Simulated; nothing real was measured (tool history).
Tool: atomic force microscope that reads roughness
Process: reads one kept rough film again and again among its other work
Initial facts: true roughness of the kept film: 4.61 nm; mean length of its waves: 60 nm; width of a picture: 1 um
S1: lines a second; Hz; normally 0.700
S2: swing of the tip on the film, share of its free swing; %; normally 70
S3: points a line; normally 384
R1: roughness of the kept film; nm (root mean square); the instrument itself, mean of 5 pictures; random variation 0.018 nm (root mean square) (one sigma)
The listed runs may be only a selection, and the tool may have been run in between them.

run	hour	S1	S2	S3	R1
1	0.0	0.700	70	384	4.332
2	45.8	0.700	70	384	4.339
# hour 53.6: new tip fitted
3	99.5	0.700	70	384	4.295
# hour 127.9: new tip fitted
4	143.3	0.700	70	384	4.306
5	191.7	0.700	70	384	4.326
# hour 200.3: new tip fitted
6	239.4	0.700	62	384	4.367
# hour 273.5: new tip fitted
7	273.5	0.700	62	384	4.396
8	313.4	0.700	70	384	4.304
9	338.6	0.700	70	384	4.312
# hour 346.4: new tip fitted
10	384.6	0.977	70	384	4.243
# hour 421.2: new tip fitted
11	422.7	0.700	79	384	4.217
12	450.8	0.700	79	384	4.227
13	482.3	0.700	70	384	4.267
# hour 495.6: new tip fitted
14	525.7	0.700	70	384	4.335
# hour 569.3: new tip fitted
15	582.1	0.700	70	384	4.292
16	633.0	1.208	70	384	4.152
# hour 643.9: new tip fitted
17	673.3	1.208	70	384	4.158
# hour 717.5: new tip fitted
18	727.9	1.208	70	384	4.152
19	762.3	0.817	70	384	4.261
# hour 792.6: new tip fitted
20	809.4	0.817	70	384	4.285
21	834.6	0.700	70	536	4.307
# hour 867.5: new tip fitted
22	889.2	0.700	70	536	4.306
23	931.9	0.700	70	536	4.278
# hour 940.7: new tip fitted
24	983.6	0.700	70	536	4.324
# hour 1014.5: new tip fitted
25	1018.7	0.700	70	536	4.320
26	1071.7	0.700	70	536	4.305
# hour 1090.3: new tip fitted
27	1095.9	3.254	70	536	3.760
28	1121.1	3.886	90	265	2.766
29	1158.0	1.766	77	384	3.895
# hour 1165.6: new tip fitted
30	1184.3	1.356	70	422	4.161
31	1222.4	3.872	55	601	4.087
# hour 1239.0: new tip fitted
32	1259.8	2.887	70	372	3.806
# hour 1311.8: new tip fitted
33	1313.4	3.259	70	654	3.789

For run 34, what comes out?
34	1346.4	3.465	55	466	?

R1: 4.154 nm (root mean square)
Minus the tool's unlogged condition, the same run would have read R1 4.156 nm (root mean square).
